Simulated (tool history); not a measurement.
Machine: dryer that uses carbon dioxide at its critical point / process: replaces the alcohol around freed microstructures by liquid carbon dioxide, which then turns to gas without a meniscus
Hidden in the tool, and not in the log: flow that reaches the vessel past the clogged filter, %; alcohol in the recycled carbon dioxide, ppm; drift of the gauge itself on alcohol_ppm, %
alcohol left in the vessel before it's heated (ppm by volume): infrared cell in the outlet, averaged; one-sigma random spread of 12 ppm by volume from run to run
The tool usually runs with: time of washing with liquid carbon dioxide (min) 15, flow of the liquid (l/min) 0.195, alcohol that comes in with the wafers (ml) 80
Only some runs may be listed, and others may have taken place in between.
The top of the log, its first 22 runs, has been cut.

| run | hour | time of washing with liquid carbon dioxide (min) | flow of the liquid (l/min) | alcohol that comes in with the wafers (ml) | hours of work since the filter was changed | hours of work since the purifier's bed was changed | alcohol left in the vessel before it's heated (ppm by volume) |
|---|---|---|---|---|---|---|---|
| 23 | 194.1 | 15 | 0.159 | 80 | 398 | 197 | 2548 |
| 24 | 206.4 | 18 | 0.139 | 41 | 406 | 204 | 980 |
| 25 | 212.1 | 18 | 0.139 | 41 | 410 | 208 | 1004 |
| 26 | 217.8 | 13 | 0.22 | 97 | 413 | 211 | 1453 |
| 27 | 229.3 | 15 | 0.322 | 80 | 420 | 218 | 75 |
| 28 | 238.8 | 18 | 0.222 | 110 | 426 | 224 | 265 |
| 29 | 250.5 | 22 | 0.141 | 23 | 433 | 232 | 220 |
| 30 | 257.6 | 24 | 0.184 | 53 | 438 | 236 | 80 |
| 31 | 265.1 | 24 | 0.158 | 34 | 442 | 241 | 115 |
| 32 | 270.5 | 12 | 0.152 | 28 | 446 | 244 | 2417 |
| 33 | 281 | 13 | 0.167 | 50 | 452 | 251 | 2412 |
| 34 | 289 | 10 | 0.141 | 34 | 457 | 255 | 6056 |
| 35 | 294.8 | 11 | 0.133 | 32 | 461 | 259 | 5096 |
| 36 | 300.7 | 19 | 0.312 | 98 | 464 | 263 | 31 |
| 37 | 311.2 | 10 | 0.225 | 72 | 471 | 269 | 3288 |
| 38 | 320.9 | 10 | 0.225 | 72 | 477 | 275 | 3282 |
| 39 | 328.6 | 10 | 0.225 | 72 | 482 | 280 | 3275 |
| 40 | 337 | 16 | 0.195 | 85 | 487 | 285 | 877 |
| 41 | 348.5 | 17 | 0.195 | 83 | 494 | 292 | 629 |
| 42 | 355.5 | 17 | 0.195 | 83 | 498 | 297 | 620 |
| 43 | 364.8 | 17 | 0.195 | 83 | 504 | 302 | 629 |
| 44 | 372.9 | 15 | 0.273 | 56 | 509 | 307 | 155 |
| 45 | 382.1 | 15 | 0.273 | 56 | 515 | 313 | 156 |
| 46 | 387.8 | 10 | 0.225 | 53 | 518 | 317 | 2519 |

Below are 5 alternative next runs, each starting from the tool's condition after run 46. Predict each:
| A | 399.2 | 15 | 0.248 | 80 | 525 | 324 | ? |
| B | 399.2 | 11 | 0.133 | 29 | 525 | 324 | ? |
| C | 399.2 | 12 | 0.225 | 59 | 525 | 324 | ? |
| D | 399.2 | 10 | 0.304 | 53 | 525 | 324 | ? |
| E | 399.2 | 10 | 0.225 | 77 | 525 | 324 | ? |

| run | alcohol left in the vessel before it's heated (ppm by volume) |
|---|---|
| A | 352 |
| B | 4749 |
| C | 1315 |
| D | 734 |
| E | 3647 |
With no hidden state in the tool, these same runs would have given:
| run | alcohol left in the vessel before it's heated (ppm by volume) |
|---|---|
| A | 171 |
| B | 3637 |
| C | 808 |
| D | 419 |
| E | 2450 |
